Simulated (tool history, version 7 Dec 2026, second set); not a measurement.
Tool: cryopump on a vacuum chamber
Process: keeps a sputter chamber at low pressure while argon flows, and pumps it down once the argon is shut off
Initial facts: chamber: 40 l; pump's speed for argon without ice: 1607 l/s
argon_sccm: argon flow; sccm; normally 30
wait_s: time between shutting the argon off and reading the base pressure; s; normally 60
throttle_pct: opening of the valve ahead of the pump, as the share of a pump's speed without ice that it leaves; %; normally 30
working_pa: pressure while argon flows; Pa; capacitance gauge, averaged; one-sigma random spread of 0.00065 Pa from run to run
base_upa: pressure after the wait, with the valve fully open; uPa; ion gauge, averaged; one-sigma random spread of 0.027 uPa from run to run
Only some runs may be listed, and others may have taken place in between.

Run 1, hour 0: usual settings. Result: working_pa 0.1132 Pa, base_upa 3.45 uPa.
At hour 62: pump warmed up, emptied and cooled again.
Run 2, hour 68.3: usual settings but throttle_pct 27 %. Result: working_pa 0.1171 Pa, base_upa 3.04 uPa.
Run 3, hour 109.8: usual settings but throttle_pct 33 %. Result: working_pa 0.0969 Pa, base_upa 3.14 uPa.
Run 4, hour 192.2: usual settings but argon_sccm 46 sccm. Result: working_pa 0.1666 Pa, base_upa 3.29 uPa.
Run 5, hour 264.8: usual settings. Result: working_pa 0.1088 Pa, base_upa 3.49 uPa.
Run 6, hour 343.5: usual settings. Result: working_pa 0.1094 Pa, base_upa 3.72 uPa.
Run 7, hour 401.4: usual settings but throttle_pct 29 %. Result: working_pa 0.1147 Pa, base_upa 3.87 uPa.
Run 8, hour 440.6: usual settings but throttle_pct 29 %. Result: working_pa 0.1152 Pa, base_upa 4.02 uPa.
Run 9, hour 507.1: usual settings. Result: working_pa 0.1136 Pa, base_upa 4.22 uPa.
At hour 559.9: leaking fittings of the chamber tightened, without venting.
Run 10, hour 589.6: usual settings. Result: working_pa 0.1129 Pa, base_upa 1.41 uPa.
At hour 601.7: pump warmed up, emptied and cooled again.
Run 11, hour 669.5: usual settings. Result: working_pa 0.1074 Pa, base_upa 1.43 uPa.
Run 12, hour 721.4: usual settings. Result: working_pa 0.1082 Pa, base_upa 1.5 uPa.
Run 13, hour 768.5: usual settings. Result: working_pa 0.109 Pa, base_upa 1.57 uPa.
Run 14, hour 807.6: usual settings but throttle_pct 28 %. Result: working_pa 0.1169 Pa, base_upa 1.64 uPa.
Run 15, hour 870.3: usual settings but argon_sccm 45 sccm. Result: working_pa 0.1642 Pa, base_upa 1.78 uPa.
Run 16, hour 920.9: usual settings but throttle_pct 52 %. Result: working_pa 0.0661 Pa, base_upa 1.81 uPa.
Run 17, hour 1007.7: usual settings but throttle_pct 52 %. Result: working_pa 0.0681 Pa, base_upa 2.06 uPa.
Run 18, hour 1070.4: usual settings but throttle_pct 52 %. Result: working_pa 0.0684 Pa, base_upa 2.1 uPa.
Run 19, hour 1113: usual settings but argon_sccm 55 sccm, wait_s 42 s, throttle_pct 59 %. Result: working_pa 0.1141 Pa, base_upa 2.75 uPa.
At hour 1140.4: pump warmed up, emptied and cooled again.
Run 20, hour 1185.1: usual settings but wait_s 24 s, throttle_pct 46 %. Result: working_pa 0.0705 Pa, base_upa 3.71 uPa.
Run 21, hour 1263: usual settings but argon_sccm 12 sccm, wait_s 24 s, throttle_pct 46 %. Result: working_pa 0.0279 Pa, base_upa 3.91 uPa.
Run 22, hour 1317.1: usual settings but argon_sccm 37 sccm, wait_s 71 s, throttle_pct 34 %. Result: working_pa 0.1193 Pa, base_upa 2.26 uPa.
Run 23, hour 1383.1: usual settings but argon_sccm 13 sccm, wait_s 163 s, throttle_pct 41 %. Result: working_pa 0.0351 Pa, base_upa 1.87 uPa.
Run 24, hour 1421.9: usual settings but argon_sccm 13 sccm, wait_s 163 s, throttle_pct 41 %. Result: working_pa 0.0357 Pa, base_upa 1.98 uPa.
Run 25, hour 1483.9: usual settings but throttle_pct 42 %. Result: working_pa 0.0821 Pa, base_upa 2.76 uPa.
Run 26, hour 1520.9: usual settings but argon_sccm 37 sccm, wait_s 297 s, throttle_pct 43 %. Result: working_pa 0.0993 Pa, base_upa 1.98 uPa.
Run 27, hour 1582.9: usual settings but argon_sccm 37 sccm, wait_s 297 s, throttle_pct 43 %. Result: working_pa 0.0998 Pa, base_upa 2.12 uPa.
Run 28, hour 1621.2: usual settings but wait_s 91 s, throttle_pct 36 %. Result: working_pa 0.0952 Pa, base_upa 2.79 uPa.
At hour 1679.7: pump warmed up, emptied and cooled again.
Run 29, hour 1689.8: usual settings but wait_s 38 s, throttle_pct 22 %. Result: working_pa 0.1448 Pa, base_upa 3.42 uPa.
Run 30, hour 1740.8: usual settings but argon_sccm 34 sccm, wait_s 199 s, throttle_pct 38 %. Result: working_pa 0.0972 Pa, base_upa 2.27 uPa.
Run 31, hour 1782.4: usual settings but argon_sccm 34 sccm, wait_s 199 s, throttle_pct 25 %. Result: working_pa 0.146 Pa, base_upa 2.31 uPa.
Run 32, hour 1849.8: usual settings but argon_sccm 34 sccm, throttle_pct 25 %. Result: working_pa 0.147 Pa, base_upa 3.16 uPa.
Run 33, hour 1909.8: usual settings but argon_sccm 45 sccm, wait_s 145 s, throttle_pct 22 %. Result: working_pa 0.2224 Pa, base_upa 2.74 uPa.
Run 34, hour 1994.4: usual settings but argon_sccm 36 sccm, wait_s 208 s, throttle_pct 46 %. Result: working_pa 0.0896 Pa, base_upa 2.74 uPa.

Per-run results on a tool with no hidden state, each run keeping its own random variation:
Hidden state at play: pump's speed, % of a pump's without ice; cold plate's temperature, K; leak into the chamber, uPa l/s; drift of the gauge itself on working_pa, %; drift of the gauge itself on base_upa, %.
run  working_pa  base_upa
  1      0.1054      1.28
  2      0.1159      1.25
  3      0.0952      1.25
  4      0.1624      1.23
  5      0.1051      1.28
  6      0.1046      1.27
  7      0.1091      1.27
  8      0.1089      1.26
  9      0.1062      1.28
 10      0.1041      1.26
 11      0.1053      1.23
 12      0.1054      1.23
 13      0.1056      1.22
 14       0.113      1.23
 15      0.1569      1.25
 16      0.0605      1.22
 17       0.061      1.27
 18      0.0603      1.22
 19      0.0978      1.72
 20      0.0684      2.81
 21      0.0267      2.86
 22      0.1147      1.09
 23      0.0331      0.57
 24      0.0334      0.59
 25      0.0759      1.24
 26      0.0909      0.37
 27      0.0901      0.38
 28      0.0867      0.91
 29      0.1429      1.84
 30      0.0944      0.55
 31      0.1427      0.52
 32      0.1427      1.24
 33      0.2155      0.64
 34      0.0827      0.49
